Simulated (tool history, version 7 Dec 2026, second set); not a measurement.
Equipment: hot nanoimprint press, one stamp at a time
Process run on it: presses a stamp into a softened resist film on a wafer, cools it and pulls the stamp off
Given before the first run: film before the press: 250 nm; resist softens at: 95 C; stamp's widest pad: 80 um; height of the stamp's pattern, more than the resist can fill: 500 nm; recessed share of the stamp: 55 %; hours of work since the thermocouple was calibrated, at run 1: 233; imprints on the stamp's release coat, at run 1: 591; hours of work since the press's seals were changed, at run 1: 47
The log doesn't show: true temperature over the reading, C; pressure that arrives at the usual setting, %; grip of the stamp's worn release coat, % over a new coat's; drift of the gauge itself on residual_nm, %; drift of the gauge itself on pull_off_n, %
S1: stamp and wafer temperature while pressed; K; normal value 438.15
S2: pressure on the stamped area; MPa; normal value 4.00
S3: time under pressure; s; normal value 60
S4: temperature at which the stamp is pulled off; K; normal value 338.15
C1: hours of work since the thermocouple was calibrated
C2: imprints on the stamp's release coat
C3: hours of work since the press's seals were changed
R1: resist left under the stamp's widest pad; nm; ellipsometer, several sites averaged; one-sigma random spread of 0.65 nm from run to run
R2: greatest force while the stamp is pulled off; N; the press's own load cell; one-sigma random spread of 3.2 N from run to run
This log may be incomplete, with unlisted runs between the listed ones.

run,hour,S1,S2,S3,S4,C1,C2,C3,R1,R2
1,0.0,438.15,4.00,60,338.15,233,591,47,146.7,158
2,23.6,438.15,4.00,60,338.15,249,699,63,147.3,151
3,65.0,438.15,4.00,60,338.15,276,889,90,146.8,156
# hour 81.9: plate thermocouple calibrated
4,89.7,430.15,4.00,60,338.15,5,989,104,188.4,156
5,108.1,430.15,4.00,60,338.15,17,1073,116,190.3,155
6,130.0,433.15,4.00,60,338.15,32,1174,130,173.0,155
7,171.3,438.15,4.00,60,338.15,59,1363,157,146.8,154
8,209.6,438.15,4.00,60,346.15,84,1539,182,148.6,152
# hour 218.8: stamp cleaned and given a new release coat
9,247.7,438.15,5.80,91,346.15,105,133,204,108.7,144
10,286.4,444.15,5.28,60,338.15,130,310,229,104.7,154

For run 11, what comes out?
11,318.7,435.15,6.02,62,337.15,151,458,250,?,?

R1: 138.3 nm
R2: 158 N
Without the tool's hidden state the same run would have given R1 137.4 nm, R2 157 N.
